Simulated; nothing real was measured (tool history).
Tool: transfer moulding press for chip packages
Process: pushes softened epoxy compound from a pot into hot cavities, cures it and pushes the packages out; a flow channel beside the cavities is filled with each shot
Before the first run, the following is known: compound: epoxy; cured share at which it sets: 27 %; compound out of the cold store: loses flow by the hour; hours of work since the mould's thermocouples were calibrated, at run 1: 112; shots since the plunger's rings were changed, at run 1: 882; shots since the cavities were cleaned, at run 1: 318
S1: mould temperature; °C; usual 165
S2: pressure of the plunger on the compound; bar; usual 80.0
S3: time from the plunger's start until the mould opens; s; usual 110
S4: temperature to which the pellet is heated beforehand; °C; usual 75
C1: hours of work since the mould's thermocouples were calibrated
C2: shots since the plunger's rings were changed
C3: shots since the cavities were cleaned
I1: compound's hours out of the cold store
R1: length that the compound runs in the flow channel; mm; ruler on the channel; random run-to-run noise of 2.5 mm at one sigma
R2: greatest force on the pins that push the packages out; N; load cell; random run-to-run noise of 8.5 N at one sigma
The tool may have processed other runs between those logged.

run	hour	S1	S2	S3	S4	C1	C2	C3	I1	R1	R2
1	0.0	165	80.0	110	75	112	882	318	36.8	636	363
2	9.0	159	80.0	110	75	120	1003	439	37.3	657	524
3	20.4	159	80.0	110	75	129	1156	592	9.1	769	587
4	30.9	159	80.0	110	75	137	1297	733	11.1	756	550
5	42.1	159	80.0	110	75	146	1448	884	27.2	699	536
# hour 46.7: cavities cleaned with cleaning compound and waxed
6	54.9	159	80.0	110	75	154	1600	111	31.7	680	519
7	60.5	165	80.0	121	75	159	1675	186	32.0	649	358
8	69.4	165	80.0	121	75	166	1796	307	16.8	711	354
9	76.1	165	80.0	121	75	171	1885	396	32.1	647	356
10	82.7	165	80.0	121	75	176	1974	485	36.6	635	352
11	93.6	165	80.0	121	75	185	2120	631	21.7	692	360
12	103.4	165	80.0	110	75	193	2253	764	27.9	671	369
13	112.5	165	87.4	110	75	200	2375	886	34.4	673	361
# hour 117.5: cavities cleaned with cleaning compound and waxed
14	123.4	165	87.4	110	75	207	2501	80	44.3	638	367
15	133.8	165	87.4	110	68	215	2641	220	8.2	777	393
16	140.1	164	69.8	107	65	220	2725	304	38.0	596	399
17	151.5	173	82.2	92	65	229	2879	458	10.5	711	342
18	159.9	158	80.0	110	75	236	2993	572	28.7	698	581
19	165.5	158	80.0	110	75	240	3068	647	33.1	676	574
20	176.4	163	80.0	110	74	249	3214	793	39.0	637	410
# hour 187.9: cavities cleaned with cleaning compound and waxed
21	188.4	165	80.0	133	75	257	3355	7	36.7	638	335
22	199.7	165	80.0	104	72	266	3507	159	39.7	626	411
23	206.2	165	80.0	104	72	271	3594	246	41.0	623	401
24	217.3	168	80.0	104	72	280	3744	396	41.6	610	354
25	222.6	168	80.0	104	82	284	3815	467	46.7	594	348
26	228.3	165	80.0	110	72	289	3892	544	38.1	631	373
27	236.9	170	67.5	110	70	295	4008	660	27.1	597	344
28	247.7	163	65.4	110	83	304	4153	805	42.5	565	407
# hour 258.2: cavities cleaned with cleaning compound and waxed
29	260.2	162	80.0	95	78	313	4301	27	14.6	728	587

4 ways to go on from here, each from the tool as it stands after run 29. What would each give?
A	266.7	164	80.0	135	69	318	4389	115	27.2	?	?
B	266.7	162	74.6	92	79	318	4389	115	32.7	?	?
C	266.7	162	61.8	140	78	318	4389	115	26.7	?	?
D	266.7	165	82.0	110	65	318	4389	115	13.3	?	?

run	R1	R2
A	676	332
B	641	582
C	598	357
D	731	391
What these runs would have given with no unlogged condition in the tool:
run	R1	R2
A	677	331
B	641	579
C	598	355
D	732	390
